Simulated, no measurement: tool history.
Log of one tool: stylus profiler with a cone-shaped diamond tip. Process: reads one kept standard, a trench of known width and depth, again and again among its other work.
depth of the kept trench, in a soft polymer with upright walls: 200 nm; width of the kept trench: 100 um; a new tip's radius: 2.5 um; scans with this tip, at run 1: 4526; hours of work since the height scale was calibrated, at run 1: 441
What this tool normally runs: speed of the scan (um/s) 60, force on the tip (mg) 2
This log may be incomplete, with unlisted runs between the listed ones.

| run | hour | speed of the scan (um/s) | force on the tip (mg) | scans with this tip | hours of work since the height scale was calibrated | depth of the trench (nm) | width of the trench's floor (um) |
|---|---|---|---|---|---|---|---|
| 1 | 0 | 60 | 2 | 4526 | 441 | 202.08 | 97.56 |
| 2 | 45.9 | 83 | 2 | 4721 | 460 | 201.89 | 97.48 |
| 3 | 88.6 | 60 | 2 | 4903 | 478 | 201.77 | 97.53 |
| 4 | 123.2 | 60 | 2 | 5050 | 492 | 201.82 | 97.56 |
| 5 | 177.2 | 60 | 2 | 5279 | 515 | 201.98 | 97.58 |
| 6 | 220.1 | 60 | 2 | 5462 | 533 | 202.07 | 97.61 |
| 7 | 270.6 | 60 | 0.67 | 5677 | 554 | 200.52 | 97.45 |
| 8 | 326.6 | 60 | 0.67 | 5915 | 577 | 200.64 | 97.47 |
| 9 | 384 | 60 | 1.59 | 6159 | 601 | 201.6 | 97.49 |
| 10 | 417.9 | 60 | 1.59 | 6303 | 615 | 201.53 | 97.46 |
| 11 | 442.3 | 60 | 1.87 | 6407 | 625 | 201.73 | 97.5 |
| 12 | 468 | 60 | 1.87 | 6516 | 635 | 201.72 | 97.48 |
| 13 | 492 | 60 | 4.41 | 6618 | 645 | 203.26 | 97.56 |
| 14 | 546.4 | 152 | 4.41 | 6849 | 668 | 203.43 | 97.42 |
| 15 | 595.2 | 152 | 4.41 | 7057 | 688 | 203.46 | 97.33 |
|  | 599.4 | height scale calibrated on a step standard |
| 16 | 641.7 | 152 | 4.41 | 7252 | 18 | 203.39 | 97.35 |
| 17 | 695.7 | 93 | 4.41 | 7482 | 40 | 203.15 | 97.44 |
|  | 715.6 | height scale calibrated on a step standard, once more |
| 18 | 735.6 | 98 | 0.78 | 7649 | 8 | 201.26 | 97.22 |
| 19 | 788.2 | 20 | 3.43 | 7873 | 30 | 203.32 | 97.56 |
| 20 | 820 | 166 | 3.88 | 8008 | 43 | 203.48 | 97.29 |
| 21 | 844.6 | 17 | 2.51 | 8113 | 53 | 202.69 | 97.48 |
| 22 | 881.4 | 25 | 1.6 | 8270 | 69 | 201.79 | 97.54 |
| 23 | 916.7 | 41 | 2 | 8419 | 83 | 202.39 | 97.47 |
| 24 | 952 | 41 | 2 | 8570 | 98 | 202.16 | 97.43 |
| 25 | 1001.9 | 41 | 2 | 8782 | 119 | 202.06 | 97.47 |
| 26 | 1030.6 | 82 | 0.79 | 8904 | 131 | 201.11 | 97.21 |
| 27 | 1082.7 | 163 | 4.04 | 9125 | 152 | 203.67 | 97.21 |
| 28 | 1130.3 | 230 | 1.11 | 9328 | 172 | 201.32 | 96.68 |
| 29 | 1176.6 | 230 | 1.11 | 9525 | 191 | 201.22 | 96.68 |
| 30 | 1225.1 | 60 | 0.69 | 9731 | 211 | 201.02 | 97.21 |
| 31 | 1252.6 | 46 | 1.5 | 9848 | 223 | 201.38 | 97.36 |
| 32 | 1291.1 | 36 | 2 | 10012 | 239 | 201.81 | 97.39 |

How the hidden state differs across the entries between the runs, from the last listed run before each to the first after it:
From run 15 to run 16: height scale calibrated on a step standard (hour 599.4)
  radius of the tip, um: 3.64 -> 3.67; height scale over the true one, %: -0.361 -> -0.468
  the result without the hidden state subtracted from the measured one, depth of the trench (nm): -0.74 -> -0.96; width of the trench's floor (um): -0.42 -> -0.43
From run 17 to run 18: height scale calibrated on a step standard, once more (hour 715.6)
  radius of the tip, um: 3.71 -> 3.73; height scale over the true one, %: -0.478 -> -0.093
  the result without the hidden state subtracted from the measured one, depth of the trench (nm): -0.97 -> -0.19; width of the trench's floor (um): -0.45 -> -0.45
